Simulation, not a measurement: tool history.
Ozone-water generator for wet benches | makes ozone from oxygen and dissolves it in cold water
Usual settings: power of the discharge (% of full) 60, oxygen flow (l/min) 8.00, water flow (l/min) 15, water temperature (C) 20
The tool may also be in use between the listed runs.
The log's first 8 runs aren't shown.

run,hour,power of the discharge (% of full),oxygen flow (l/min),water flow (l/min),water temperature (C),hours of work since the electrodes were changed,hours of work since the contactor was cleaned,hours of work since the thermometer was calibrated,dissolved ozone (ppm),ozone in the gas ahead of the water (g/m3)
9,1250.2,60,7.06,15,25,4154,8055,3375,16.1,163.6
10,1333.3,60,8.00,15,15,4230,8131,3451,18.9,150.3
11,1523.6,60,8.00,15,15,4404,8305,3625,18.8,152.0
12,1632.5,60,8.00,15,15,4504,8405,3724,18.8,150.0
13,1728.2,60,8.00,15,20,4591,8492,3812,16.8,150.1
# hour 1821.6: water thermometer calibrated
14,1826.9,60,7.93,15,20,4681,8582,5,17.1,152.0
15,2012.6,60,7.93,15,20,4851,8752,175,16.9,151.9
16,2201.9,60,7.93,15,20,5024,8926,348,17.1,151.6
17,2287.3,60,7.93,15,20,5103,9004,426,17.1,151.2
18,2475.6,60,7.93,15,20,5275,9176,599,16.9,150.5
19,2589.3,60,7.84,19,17,5379,9280,703,15.0,151.3
20,2715.1,41,8.00,16,20,5494,9395,818,12.3,116.7
21,2828.5,60,11.15,15,15,5598,9499,922,16.9,120.8
22,2914.8,60,12.83,15,27,5677,9578,1001,12.1,111.1
23,3095.6,78,11.43,11,20,5843,9744,1166,21.6,139.5
24,3287.9,64,8.00,9,20,6019,9920,1342,24.5,155.7
25,3479.7,64,8.00,9,20,6194,10095,1518,24.5,154.7
26,3632.1,64,8.00,9,20,6334,10235,1657,24.0,154.8
27,3793.9,60,11.99,9,28,6482,10383,1805,16.0,115.9
28,3911.3,60,4.60,9,20,6589,10490,1913,28.0,213.1
29,3999.6,53,12.77,10,15,6670,10571,1994,19.6,101.2
30,4171.8,53,12.77,10,15,6828,10729,2151,19.0,100.4
# hour 4332.0: contactor cleaned
31,4343.5,84,8.00,15,22,6981,10,2305,20.0,186.0
32,4427.5,84,8.00,15,22,7058,87,2382,20.1,185.0
33,4546.6,60,11.04,15,22,7167,196,2491,14.5,119.6

4 ways to go on from here, each from the tool as it stands after run 33. What would each give?
A,4638.7,60,11.04,15,22,7251,281,2575,?,?
B,4638.7,60,13.96,15,13,7251,281,2575,?,?
C,4638.7,60,11.04,15,16,7251,281,2575,?,?
D,4638.7,60,4.22,15,15,7251,281,2575,?,?

run,dissolved ozone (ppm),ozone in the gas ahead of the water (g/m3)
A,14.8,120.6
B,16.8,103.4
C,16.5,120.2
D,21.0,224.6
Without the tool's hidden state the same runs would have given:
run,dissolved ozone (ppm),ozone in the gas ahead of the water (g/m3)
A,14.8,123.9
B,16.8,106.2
C,16.5,123.5
D,21.0,230.7
